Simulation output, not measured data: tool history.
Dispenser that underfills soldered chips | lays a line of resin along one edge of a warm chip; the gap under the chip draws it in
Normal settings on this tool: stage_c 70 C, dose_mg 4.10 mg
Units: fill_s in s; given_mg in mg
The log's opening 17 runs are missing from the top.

run   hour  stage_c  dose_mg  hours of work since the syringe was changed  hours of work since the valve was cleaned  hours of work since the stage was calibrated  fill_s  given_mg
 18   92.9       70     4.07                                            9                                         57                                           235    38.1      3.96
 19   97.1       63     4.10                                           12                                         60                                           238    58.4      4.01
      97.9  -- new syringe of resin
 20  101.2       63     4.10                                            2                                         63                                           241    35.6      3.98
 21  106.0       63     4.10                                            6                                         67                                           244    42.3      3.96
 22  109.5       63     4.49                                            9                                         70                                           247    47.4      4.34
     114.0  -- new syringe of resin
 23  115.7       63     4.49                                            1                                         74                                           251    32.6      4.34
 24  119.5       76     3.55                                            4                                         77                                           254    25.2      3.42
 25  124.6       79     4.38                                            8                                         81                                           258    26.2      4.22
 26  129.2       79     4.38                                           11                                         84                                           262    32.5      4.23
     130.4  -- new syringe of resin
     135.2  -- dispensing valve cleaned and set on the balance
 27  135.4       57     4.11                                            3                                          0                                           265    44.4      4.11
 28  140.8       58     3.74                                            7                                          4                                           269    54.5      3.72
 29  145.3       72     4.08                                           10                                          8                                           273    38.0      4.06
     147.9  -- new syringe of resin
 30  149.9       72     4.08                                            1                                         11                                           276    24.0      4.07
 31  157.5       60     4.10                                            7                                         16                                           281    49.8      4.08
 32  162.6       71     3.75                                           11                                         20                                           285    42.3      3.72
     164.2  -- new syringe of resin
 33  166.3       73     4.10                                            2                                         23                                           288    23.3      4.07
 34  171.0       81     4.53                                            5                                         26                                           291    20.9      4.47
 35  176.3       83     3.74                                            9                                         30                                           295    24.5      3.68

Predict each of these 3 candidate next runs independently; none follows another, all start after run 35:
     180.8  -- new syringe of resin
  A  181.1       71     3.74                                            0                                         34                                           299       ?         ?
     180.8  -- new syringe of resin
  B  181.1       69     4.14                                            0                                         34                                           299       ?         ?
     180.8  -- new syringe of resin
  C  181.1       64     3.91                                            0                                         34                                           299       ?         ?

run  fill_s  given_mg
  A    24.8      3.70
  B    24.7      4.06
  C    30.7      3.83
What these runs would have given with no unlogged condition in the tool:
run  fill_s  given_mg
  A    25.0      3.75
  B    24.9      4.12
  C    31.0      3.89
